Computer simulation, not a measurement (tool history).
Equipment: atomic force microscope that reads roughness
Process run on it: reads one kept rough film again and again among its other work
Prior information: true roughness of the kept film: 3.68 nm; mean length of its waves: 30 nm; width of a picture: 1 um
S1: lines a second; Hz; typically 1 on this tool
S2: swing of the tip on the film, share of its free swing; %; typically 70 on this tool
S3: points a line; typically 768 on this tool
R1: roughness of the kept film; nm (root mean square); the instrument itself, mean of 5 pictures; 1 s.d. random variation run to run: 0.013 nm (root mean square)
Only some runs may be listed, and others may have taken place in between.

run,hour,S1,S2,S3,R1
1,0,1,70,768,3.037
2,4.9,1,70,768,3.03
# hour 13.9: new tip fitted
3,13.9,1,70,768,3.037
4,23.4,3.55,70,768,2.786
5,27.4,1,70,551,3.063
6,33,1,70,551,3.051
7,38.3,1,70,551,3.055
8,43.6,0.78,58,693,3.099
9,52.4,1.48,72,709,2.948
10,60.1,1.48,72,709,2.966

Forecast each of these 4 alternatives for the next run:
A,66.2,0.83,60,970,?
B,66.2,1,75,768,?
C,66.2,1.7,72,345,?
D,66.2,1,73,273,?

run,R1
A,3.098
B,3.023
C,2.922
D,2.957
With no hidden state in the tool, these same runs would have given:
run,R1
A,3.107
B,3.032
C,2.93
D,2.965

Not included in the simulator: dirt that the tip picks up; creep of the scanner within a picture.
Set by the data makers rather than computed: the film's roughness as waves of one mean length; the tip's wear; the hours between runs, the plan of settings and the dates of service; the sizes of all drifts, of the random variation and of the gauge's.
